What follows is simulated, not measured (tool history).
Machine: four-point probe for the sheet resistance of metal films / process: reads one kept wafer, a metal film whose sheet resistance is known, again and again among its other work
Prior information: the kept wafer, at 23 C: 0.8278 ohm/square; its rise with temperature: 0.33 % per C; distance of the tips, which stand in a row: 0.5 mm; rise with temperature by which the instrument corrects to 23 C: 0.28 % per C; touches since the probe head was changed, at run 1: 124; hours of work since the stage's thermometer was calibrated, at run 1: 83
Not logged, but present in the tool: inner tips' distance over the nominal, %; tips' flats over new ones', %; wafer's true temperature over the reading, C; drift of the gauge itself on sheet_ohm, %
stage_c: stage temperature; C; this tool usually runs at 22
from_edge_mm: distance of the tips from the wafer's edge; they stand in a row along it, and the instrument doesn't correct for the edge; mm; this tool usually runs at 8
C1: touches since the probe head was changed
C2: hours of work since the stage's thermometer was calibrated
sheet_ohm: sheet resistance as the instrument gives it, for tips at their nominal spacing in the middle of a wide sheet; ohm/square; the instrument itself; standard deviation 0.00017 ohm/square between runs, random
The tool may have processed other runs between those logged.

{"run": 1, "hour": 0.0, "stage_c": 22, "from_edge_mm": 8, "C1": 124, "C2": 83, "sheet_ohm": 0.829165}
{"run": 2, "hour": 34.8, "stage_c": 22, "from_edge_mm": 8, "C1": 509, "C2": 99, "sheet_ohm": 0.829019}
{"run": 3, "hour": 54.8, "stage_c": 22, "from_edge_mm": 8, "C1": 730, "C2": 108, "sheet_ohm": 0.828976}
{"run": 4, "hour": 71.9, "stage_c": 22, "from_edge_mm": 32, "C1": 920, "C2": 116, "sheet_ohm": 0.82717}
{"run": 5, "hour": 91.6, "stage_c": 22, "from_edge_mm": 32, "C1": 1137, "C2": 124, "sheet_ohm": 0.82743}
{"run": 6, "hour": 119.9, "stage_c": 22, "from_edge_mm": 32, "C1": 1451, "C2": 137, "sheet_ohm": 0.827629}
{"run": 7, "hour": 157.3, "stage_c": 22, "from_edge_mm": 32, "C1": 1865, "C2": 154, "sheet_ohm": 0.827367}
{"run": 8, "hour": 192.4, "stage_c": 22, "from_edge_mm": 11, "C1": 2254, "C2": 170, "sheet_ohm": 0.828396}
{"run": 9, "hour": 216.9, "stage_c": 22, "from_edge_mm": 11, "C1": 2525, "C2": 181, "sheet_ohm": 0.828102}
{"run": 10, "hour": 241.6, "stage_c": 22, "from_edge_mm": 11, "C1": 2798, "C2": 192, "sheet_ohm": 0.828469}
{"run": 11, "hour": 261.3, "stage_c": 22, "from_edge_mm": 11, "C1": 3017, "C2": 200, "sheet_ohm": 0.828158}
{"run": 12, "hour": 288.4, "stage_c": 22, "from_edge_mm": 11, "C1": 3316, "C2": 213, "sheet_ohm": 0.828273}
{"run": 13, "hour": 326.3, "stage_c": 22, "from_edge_mm": 8, "C1": 3735, "C2": 230, "sheet_ohm": 0.829217}
{"run": 14, "hour": 344.7, "stage_c": 22, "from_edge_mm": 8, "C1": 3939, "C2": 238, "sheet_ohm": 0.829436}
{"run": 15, "hour": 383.2, "stage_c": 22, "from_edge_mm": 8, "C1": 4366, "C2": 255, "sheet_ohm": 0.829099}
{"run": 16, "hour": 411.5, "stage_c": 22, "from_edge_mm": 8, "C1": 4679, "C2": 268, "sheet_ohm": 0.829217}
{"run": 17, "hour": 429.8, "stage_c": 22, "from_edge_mm": 8, "C1": 4881, "C2": 276, "sheet_ohm": 0.828958}
{"run": 18, "hour": 449.1, "stage_c": 22, "from_edge_mm": 60, "C1": 5095, "C2": 285, "sheet_ohm": 0.827732}
{"run": 19, "hour": 486.2, "stage_c": 21, "from_edge_mm": 65, "C1": 5505, "C2": 301, "sheet_ohm": 0.82725}
{"run": 20, "hour": 507.2, "stage_c": 26, "from_edge_mm": 8, "C1": 5738, "C2": 311, "sheet_ohm": 0.830928}
{"run": 21, "hour": 528.7, "stage_c": 25, "from_edge_mm": 13, "C1": 5975, "C2": 320, "sheet_ohm": 0.829496}
{"hour": 531.3, "done": "stage's thermometer calibrated"}
{"run": 22, "hour": 563.3, "stage_c": 24, "from_edge_mm": 19, "C1": 6352, "C2": 14, "sheet_ohm": 0.828905}
{"run": 23, "hour": 591.2, "stage_c": 28, "from_edge_mm": 52, "C1": 6662, "C2": 27, "sheet_ohm": 0.82997}
{"run": 24, "hour": 614.3, "stage_c": 28, "from_edge_mm": 52, "C1": 6918, "C2": 37, "sheet_ohm": 0.829777}
{"run": 25, "hour": 631.3, "stage_c": 28, "from_edge_mm": 52, "C1": 7106, "C2": 45, "sheet_ohm": 0.830556}
{"run": 26, "hour": 654.1, "stage_c": 28, "from_edge_mm": 52, "C1": 7358, "C2": 55, "sheet_ohm": 0.830207}
{"run": 27, "hour": 673.6, "stage_c": 34, "from_edge_mm": 4, "C1": 7573, "C2": 64, "sheet_ohm": 0.839587}
{"run": 28, "hour": 692.3, "stage_c": 34, "from_edge_mm": 4, "C1": 7781, "C2": 72, "sheet_ohm": 0.839433}
{"run": 29, "hour": 717.1, "stage_c": 31, "from_edge_mm": 16, "C1": 8055, "C2": 83, "sheet_ohm": 0.832039}
{"hour": 727.2, "done": "stage's thermometer calibrated, once more"}
{"run": 30, "hour": 741.2, "stage_c": 24, "from_edge_mm": 13, "C1": 8317, "C2": 6, "sheet_ohm": 0.828576}
{"run": 31, "hour": 775.7, "stage_c": 24, "from_edge_mm": 13, "C1": 8699, "C2": 22, "sheet_ohm": 0.828907}
{"run": 32, "hour": 805.8, "stage_c": 24, "from_edge_mm": 13, "C1": 9031, "C2": 35, "sheet_ohm": 0.828451}
{"run": 33, "hour": 834.7, "stage_c": 27, "from_edge_mm": 13, "C1": 9352, "C2": 48, "sheet_ohm": 0.829927}

Below are 4 alternative next runs, each starting from the tool's condition after run 33. Predict each:
{"run": "A", "hour": 871.2, "stage_c": 25, "from_edge_mm": 49, "C1": 9756, "C2": 65, "sheet_ohm": "?"}
{"run": "B", "hour": 871.2, "stage_c": 22, "from_edge_mm": 3, "C1": 9756, "C2": 65, "sheet_ohm": "?"}
{"run": "C", "hour": 871.2, "stage_c": 18, "from_edge_mm": 6, "C1": 9756, "C2": 65, "sheet_ohm": "?"}
{"run": "D", "hour": 871.2, "stage_c": 27, "from_edge_mm": 14, "C1": 9756, "C2": 65, "sheet_ohm": "?"}

run=A sheet_ohm=0.828532
run=B sheet_ohm=0.83949
run=C sheet_ohm=0.82869
run=D sheet_ohm=0.829787
With no hidden state in the tool, these same runs would have given:
run=A sheet_ohm=0.828761
run=B sheet_ohm=0.839724
run=C sheet_ohm=0.828925
run=D sheet_ohm=0.830015
